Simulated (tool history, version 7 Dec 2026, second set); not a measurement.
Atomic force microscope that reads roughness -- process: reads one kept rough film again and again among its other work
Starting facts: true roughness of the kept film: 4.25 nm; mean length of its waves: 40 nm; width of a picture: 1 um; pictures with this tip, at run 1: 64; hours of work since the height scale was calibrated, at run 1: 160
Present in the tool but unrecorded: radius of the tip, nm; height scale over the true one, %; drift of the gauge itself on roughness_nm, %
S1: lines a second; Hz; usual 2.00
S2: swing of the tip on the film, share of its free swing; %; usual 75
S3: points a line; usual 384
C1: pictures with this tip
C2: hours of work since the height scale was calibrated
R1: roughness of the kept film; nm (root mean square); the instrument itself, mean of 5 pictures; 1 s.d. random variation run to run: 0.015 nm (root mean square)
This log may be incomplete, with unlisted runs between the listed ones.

run,hour,S1,S2,S3,C1,C2,R1
1,0.0,2.00,75,384,64,160,3.252
# hour 11.4: new tip fitted
2,11.4,2.00,75,384,0,166,3.634
3,21.6,2.00,75,384,13,172,3.551
4,26.8,2.00,63,384,21,175,3.690
5,37.5,2.00,63,384,35,182,3.579
6,47.9,2.00,75,384,49,188,3.345
7,53.2,0.79,75,384,56,191,3.514
8,63.9,0.79,75,887,71,197,3.457
9,69.4,0.79,75,887,78,201,3.443
# hour 70.9: new tip fitted
10,74.8,0.79,75,887,6,204,3.826
11,83.7,0.60,75,887,18,209,3.782
12,93.6,1.90,77,674,31,215,3.408
13,101.1,1.90,77,674,41,219,3.376
# hour 103.1: height scale calibrated on a step standard
14,108.4,1.90,77,674,50,3,3.324
15,117.7,1.08,82,674,62,9,3.366
16,123.2,1.08,82,674,70,12,3.324
# hour 130.3: new tip fitted
17,131.3,2.00,79,358,1,16,3.503
18,137.3,2.00,65,279,9,20,3.718
19,145.5,2.00,65,279,20,25,3.644
20,156.8,3.86,76,824,35,32,3.093
21,163.3,3.86,76,824,44,36,3.049

Branching from run 21: 5 alternative next runs. What would each branch give?
# hour 165.9: height scale calibrated on a step standard, once more
A,172.1,1.00,74,461,55,4,?
# hour 165.9: height scale calibrated on a step standard, once more
B,172.1,2.00,75,352,55,4,?
# hour 165.9: height scale calibrated on a step standard, once more
C,172.1,2.00,88,282,55,4,?
# hour 165.9: height scale calibrated on a step standard, once more
D,172.1,2.21,71,522,55,4,?
# hour 165.9: height scale calibrated on a step standard, once more
E,172.1,2.00,75,315,55,4,?

run,R1
A,3.500
B,3.300
C,3.015
D,3.377
E,3.307
With the hidden condition removed and each run's random variation left untouched, the same runs would have given:
run,R1
A,3.812
B,3.595
C,3.285
D,3.678
E,3.602
